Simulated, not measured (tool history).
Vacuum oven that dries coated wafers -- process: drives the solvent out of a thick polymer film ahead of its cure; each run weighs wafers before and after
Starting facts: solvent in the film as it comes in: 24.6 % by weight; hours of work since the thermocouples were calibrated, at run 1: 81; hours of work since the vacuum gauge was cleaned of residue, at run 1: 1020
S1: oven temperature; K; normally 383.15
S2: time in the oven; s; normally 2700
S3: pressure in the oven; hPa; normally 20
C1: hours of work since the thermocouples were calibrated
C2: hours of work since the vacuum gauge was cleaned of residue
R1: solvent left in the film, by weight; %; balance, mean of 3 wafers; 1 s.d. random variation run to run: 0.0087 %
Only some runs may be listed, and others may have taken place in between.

run 1 day=0 | S1=383.15 S2=2700 S3=20 | C1=81 C2=1020 | R1=3.841
-- day=0.279 vacuum gauge cleaned of residue and calibrated
run 2 day=1.658 | S1=383.15 S2=2700 S3=20 | C1=109 C2=24 | R1=3.835
run 3 day=3.871 | S1=383.15 S2=2700 S3=20 | C1=147 C2=62 | R1=3.838
run 4 day=5.083 | S1=383.15 S2=2700 S3=20 | C1=168 C2=83 | R1=3.824
run 5 day=6.908 | S1=387.15 S2=2700 S3=20 | C1=199 C2=114 | R1=3.139
run 6 day=8.388 | S1=387.15 S2=2700 S3=20 | C1=225 C2=140 | R1=3.155
run 7 day=10.454 | S1=383.15 S2=1320 S3=20 | C1=260 C2=175 | R1=7.249
run 8 day=12.317 | S1=383.15 S2=2700 S3=49.8 | C1=292 C2=207 | R1=7.781
run 9 day=14.1 | S1=383.15 S2=3060 S3=20 | C1=323 C2=238 | R1=3.495
run 10 day=15.142 | S1=383.15 S2=2700 S3=47.4 | C1=341 C2=256 | R1=7.452
run 11 day=16.6 | S1=383.15 S2=2700 S3=20 | C1=366 C2=281 | R1=3.845
run 12 day=18.804 | S1=383.15 S2=1860 S3=20 | C1=404 C2=319 | R1=5.312
run 13 day=19.967 | S1=383.15 S2=1860 S3=20 | C1=424 C2=339 | R1=5.297
run 14 day=21.896 | S1=383.15 S2=2700 S3=20 | C1=457 C2=373 | R1=3.827
run 15 day=23.517 | S1=386.15 S2=1860 S3=12.3 | C1=485 C2=401 | R1=3.72
run 16 day=25.675 | S1=368.15 S2=1920 S3=13.5 | C1=523 C2=438 | R1=8.555
run 17 day=27.512 | S1=368.15 S2=2940 S3=38 | C1=554 C2=469 | R1=11.092
run 18 day=28.638 | S1=368.15 S2=2940 S3=38 | C1=574 C2=489 | R1=11.06
run 19 day=30.6 | S1=368.15 S2=2940 S3=38 | C1=607 C2=523 | R1=11.088
run 20 day=31.729 | S1=387.15 S2=2700 S3=41.1 | C1=627 C2=542 | R1=5.627
run 21 day=34.067 | S1=392.15 S2=2700 S3=41.1 | C1=667 C2=582 | R1=4.605
run 22 day=35.554 | S1=392.15 S2=2700 S3=41.1 | C1=693 C2=608 | R1=4.611
run 23 day=38.05 | S1=392.15 S2=2700 S3=41.1 | C1=736 C2=651 | R1=4.591
run 24 day=40.433 | S1=381.15 S2=1380 S3=78.5 | C1=777 C2=692 | R1=14.398
run 25 day=42.008 | S1=381.15 S2=1380 S3=78.5 | C1=804 C2=719 | R1=14.399
run 26 day=44.158 | S1=381.15 S2=1380 S3=78.5 | C1=841 C2=756 | R1=14.417
run 27 day=45.321 | S1=381.15 S2=1380 S3=78.5 | C1=861 C2=776 | R1=14.386
run 28 day=47.092 | S1=381.15 S2=1380 S3=72.8 | C1=892 C2=807 | R1=13.764

3 options for the next run, each taken on its own from the tool as it stands now. Forecast them:
run A day=48.462 | S1=381.15 S2=1560 S3=53.1 | C1=915 C2=830 | R1=?
run B day=48.462 | S1=370.15 S2=3900 S3=12.9 | C1=915 C2=830 | R1=?
run C day=48.462 | S1=370.15 S2=3900 S3=72.8 | C1=915 C2=830 | R1=?

run=A R1=10.838
run=B R1=4.198
run=C R1=16.567
Without the tool's hidden state the same runs would have given:
run=A R1=10.842
run=B R1=4.196
run=C R1=16.574
